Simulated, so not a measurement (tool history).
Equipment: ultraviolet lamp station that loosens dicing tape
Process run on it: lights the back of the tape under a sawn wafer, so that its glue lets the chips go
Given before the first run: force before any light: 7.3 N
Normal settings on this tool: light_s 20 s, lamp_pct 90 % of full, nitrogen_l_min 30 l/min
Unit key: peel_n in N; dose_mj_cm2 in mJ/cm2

{"run": 1, "hour": 0.0, "light_s": 20, "lamp_pct": 90, "nitrogen_l_min": 30, "peel_n": 0.292, "dose_mj_cm2": 371}
{"run": 2, "hour": 16.9, "light_s": 20, "lamp_pct": 90, "nitrogen_l_min": 30, "peel_n": 0.285, "dose_mj_cm2": 368}
{"run": 3, "hour": 27.6, "light_s": 20, "lamp_pct": 90, "nitrogen_l_min": 30, "peel_n": 0.294, "dose_mj_cm2": 364}
{"run": 4, "hour": 54.0, "light_s": 20, "lamp_pct": 90, "nitrogen_l_min": 9, "peel_n": 0.522, "dose_mj_cm2": 364}
{"run": 5, "hour": 69.9, "light_s": 20, "lamp_pct": 90, "nitrogen_l_min": 9, "peel_n": 0.553, "dose_mj_cm2": 365}
{"run": 6, "hour": 89.2, "light_s": 16, "lamp_pct": 90, "nitrogen_l_min": 30, "peel_n": 0.406, "dose_mj_cm2": 287}
{"run": 7, "hour": 115.5, "light_s": 16, "lamp_pct": 90, "nitrogen_l_min": 30, "peel_n": 0.415, "dose_mj_cm2": 289}
{"run": 8, "hour": 140.2, "light_s": 16, "lamp_pct": 90, "nitrogen_l_min": 30, "peel_n": 0.409, "dose_mj_cm2": 287}
{"run": 9, "hour": 153.1, "light_s": 16, "lamp_pct": 90, "nitrogen_l_min": 30, "peel_n": 0.418, "dose_mj_cm2": 287}
{"run": 10, "hour": 170.2, "light_s": 16, "lamp_pct": 90, "nitrogen_l_min": 30, "peel_n": 0.4, "dose_mj_cm2": 284}
{"run": 11, "hour": 181.2, "light_s": 24, "lamp_pct": 67, "nitrogen_l_min": 34, "peel_n": 0.332, "dose_mj_cm2": 314}
{"run": 12, "hour": 201.4, "light_s": 14, "lamp_pct": 82, "nitrogen_l_min": 21, "peel_n": 0.768, "dose_mj_cm2": 224}
{"run": 13, "hour": 217.5, "light_s": 14, "lamp_pct": 82, "nitrogen_l_min": 21, "peel_n": 0.789, "dose_mj_cm2": 226}
{"run": 14, "hour": 230.3, "light_s": 14, "lamp_pct": 82, "nitrogen_l_min": 21, "peel_n": 0.779, "dose_mj_cm2": 225}
{"run": 15, "hour": 246.2, "light_s": 14, "lamp_pct": 65, "nitrogen_l_min": 30, "peel_n": 1.02, "dose_mj_cm2": 180}
{"run": 16, "hour": 263.0, "light_s": 22, "lamp_pct": 61, "nitrogen_l_min": 10, "peel_n": 0.953, "dose_mj_cm2": 263}
{"run": 17, "hour": 279.6, "light_s": 26, "lamp_pct": 80, "nitrogen_l_min": 10, "peel_n": 0.408, "dose_mj_cm2": 401}

Below, some changes in peel_n between adjacent runs. For each, the amount present without the hidden state too (settings, incoming material, random variation) and the amount remaining for the hidden state with gauge scatter not shared by both compared results:
The tool's hidden condition here consists of: lamp's light, % of a new lamp's; light that the window lets through, % of a clean one's; drift of the gauge itself on peel_n, %; drift of the gauge itself on dose_mj_cm2, %.
Run 16 -> 17: light_s 22 -> 26, lamp_pct 61 -> 80. peel_n -0.545 N: hidden state -0.197, all else -0.348.
